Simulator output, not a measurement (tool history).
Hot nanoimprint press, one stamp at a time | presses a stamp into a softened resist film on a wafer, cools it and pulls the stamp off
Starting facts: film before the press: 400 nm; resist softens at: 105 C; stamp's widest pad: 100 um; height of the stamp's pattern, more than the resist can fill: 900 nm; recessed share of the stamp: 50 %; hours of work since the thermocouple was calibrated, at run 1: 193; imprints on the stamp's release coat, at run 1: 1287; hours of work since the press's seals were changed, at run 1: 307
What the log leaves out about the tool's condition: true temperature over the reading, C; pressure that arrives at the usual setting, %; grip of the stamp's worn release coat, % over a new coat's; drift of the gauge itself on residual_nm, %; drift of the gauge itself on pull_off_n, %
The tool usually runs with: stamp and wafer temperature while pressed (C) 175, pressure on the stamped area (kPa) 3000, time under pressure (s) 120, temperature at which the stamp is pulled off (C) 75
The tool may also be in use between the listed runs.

run	day	stamp and wafer temperature while pressed (C)	pressure on the stamped area (kPa)	time under pressure (s)	temperature at which the stamp is pulled off (C)	hours of work since the thermocouple was calibrated	imprints on the stamp's release coat	hours of work since the press's seals were changed	resist left under the stamp's widest pad (angstrom)	greatest force while the stamp is pulled off (N)
1	0	175	3000	120	75	193	1287	307	1787	118
# day 0.562: stamp cleaned and given a new release coat
2	0.562	175	3000	120	75	198	0	312	1783	95
3	1.025	175	3000	120	75	206	51	320	1790	94
4	1.267	175	3000	120	75	210	77	323	1783	97
5	1.675	175	3000	120	75	216	122	330	1798	98
6	2.092	175	3850	228	75	223	167	337	1239	96
7	2.412	175	3040	113	75	228	202	342	1824	97
8	2.638	173	2600	65	70	232	227	346	2544	105
9	3	173	2600	83	70	238	267	352	2386	107
10	3.346	178	3000	158	82	244	305	358	1396	91

Consider 3 possible next runs. They are alternatives, not a sequence: every one starts from the tool as it was left by run 10. What does each give?
A	3.662	169	3000	158	82	249	340	363	?	?
B	3.662	175	3000	120	66	249	340	363	?	?
C	3.662	175	3000	120	65	249	340	363	?	?

run	resist left under the stamp's widest pad (angstrom)	greatest force while the stamp is pulled off (N)
A	2195	90
B	1807	115
C	1809	115
Had the tool no hidden state, the same runs would have come out as:
run	resist left under the stamp's widest pad (angstrom)	greatest force while the stamp is pulled off (N)
A	2092	84
B	1720	107
C	1722	107
